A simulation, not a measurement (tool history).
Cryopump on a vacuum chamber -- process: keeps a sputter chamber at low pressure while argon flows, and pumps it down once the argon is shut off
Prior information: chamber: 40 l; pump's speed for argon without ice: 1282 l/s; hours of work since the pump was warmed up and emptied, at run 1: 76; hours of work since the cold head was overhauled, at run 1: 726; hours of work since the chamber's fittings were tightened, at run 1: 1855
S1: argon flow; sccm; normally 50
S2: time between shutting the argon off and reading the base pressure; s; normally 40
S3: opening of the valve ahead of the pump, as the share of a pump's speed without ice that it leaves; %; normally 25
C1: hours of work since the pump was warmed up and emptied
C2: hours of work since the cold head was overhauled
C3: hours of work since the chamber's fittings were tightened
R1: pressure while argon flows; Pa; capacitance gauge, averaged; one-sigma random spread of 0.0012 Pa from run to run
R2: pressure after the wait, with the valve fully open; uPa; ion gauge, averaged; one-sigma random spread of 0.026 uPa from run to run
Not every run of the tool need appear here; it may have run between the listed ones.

run   hour  S1   S2  S3   C1    C2    C3      R1    R2
  1    0.0  50   40  25   76   726  1855  0.2682  2.82
  2   25.8  50   85  25   95   745  1874  0.2696  2.34
  3   59.6  50   85  50  121   770  1899  0.1375  2.32
      88.4  -- leaking fittings of the chamber tightened, without venting
  4   92.4  50   85  50  143   793     3  0.1383  0.73
  5  131.2  50   85  50  172   821    32  0.1389  0.67
  6  163.2  50   85  50  196   845    55  0.1393  0.69
  7  182.2  66   85  50  210   859    69  0.1870  0.80
  8  208.5  50  122  25  229   879    89  0.2748  0.69
  9  225.3  50  122  25  242   891   101  0.2737  0.67
 10  254.0  50   40  25  263   912   123  0.2736  1.34
 11  284.5  50   40  25  286   935   145  0.2781  1.27
 12  318.5  46   40  25  311   960   170  0.2543  1.34
 13  340.3  46   40  25  327   976   186  0.2560  1.34
 14  359.1  50  163  25  341   990   200  0.2770  0.73
 15  375.1  50   34  25  353  1002   212  0.2760  1.49
 16  397.4  67   34  25  369  1019   229  0.3730  1.58
 17  427.2  50   40  25  391  1041   251  0.2793  1.49
 18  465.1  22  187  25  419  1069   279  0.1232  0.80
 19  499.0  21   29  27  444  1094   304  0.1111  1.86
 20  524.7  57   61  46  463  1113   323  0.1864  1.22
 21  558.7  50  271  53  489  1138   348  0.1464  0.84
 22  590.2  50   71  18  512  1161   371  0.3874  1.27
 23  618.8  27   71  27  533  1183   393  0.1452  1.32
 24  635.9  50   40  43  546  1195   405  0.1778  1.74
 25  655.2  32  253  43  560  1209   420  0.1153  1.00
 26  681.9  36   56  43  580  1229   439  0.1306  1.49
 27  717.9  36   56  43  606  1256   466  0.1299  1.54
     742.0  -- pump warmed up, emptied and cooled again
 28  758.2  28   40  41   12  1282   492  0.0919  1.54
 29  787.3  42   40  22   34  1304   514  0.2550  1.58
 30  819.9  32  181  22   58  1328   538  0.1943  0.93
 31  845.1  32  181  22   76  1346   556  0.1941  0.92
 32  876.6  38   42  25  100  1370   580  0.2024  1.61
 33  902.3  55   40  54  119  1389   599  0.1400  1.71

Some steps in R1, run to run, broken into two amounts with sign: the step expected even without the hidden condition (settings, incoming material, random variation), and the rest, left for the hidden condition together with whatever gauge scatter is not in both the measured and the hidden-condition-free result:
The hidden state here: pump's speed, % of a pump's without ice; cold plate's temperature, K; leak into the chamber, uPa l/s; drift of the gauge itself on working_pa, %; drift of the gauge itself on base_upa, %.
Run 19 -> 20: S1 21 -> 57, S2 29 -> 61, S3 27 -> 46. R1 +0.0753 Pa: hidden state +0.0152, all else +0.0601.
Run 21 -> 22: S2 271 -> 71, S3 53 -> 18. R1 +0.2410 Pa: hidden state +0.0012, all else +0.2398.
Run 22 -> 23: S1 50 -> 27, S3 18 -> 27. R1 -0.2422 Pa: hidden state -0.0099, all else -0.2323.
Run 23 -> 24: S1 27 -> 50, S2 71 -> 40, S3 27 -> 43. R1 +0.0326 Pa: hidden state +0.0118, all else +0.0208.
Run 27 -> 28: S1 36 -> 28, S2 56 -> 40, S3 43 -> 41, pump warmed up, emptied and cooled again. R1 -0.0380 Pa: hidden state -0.0195, all else -0.0185.
Run 28 -> 29: S1 28 -> 42, S3 41 -> 22. R1 +0.1631 Pa: hidden state +0.0011, all else +0.1620.
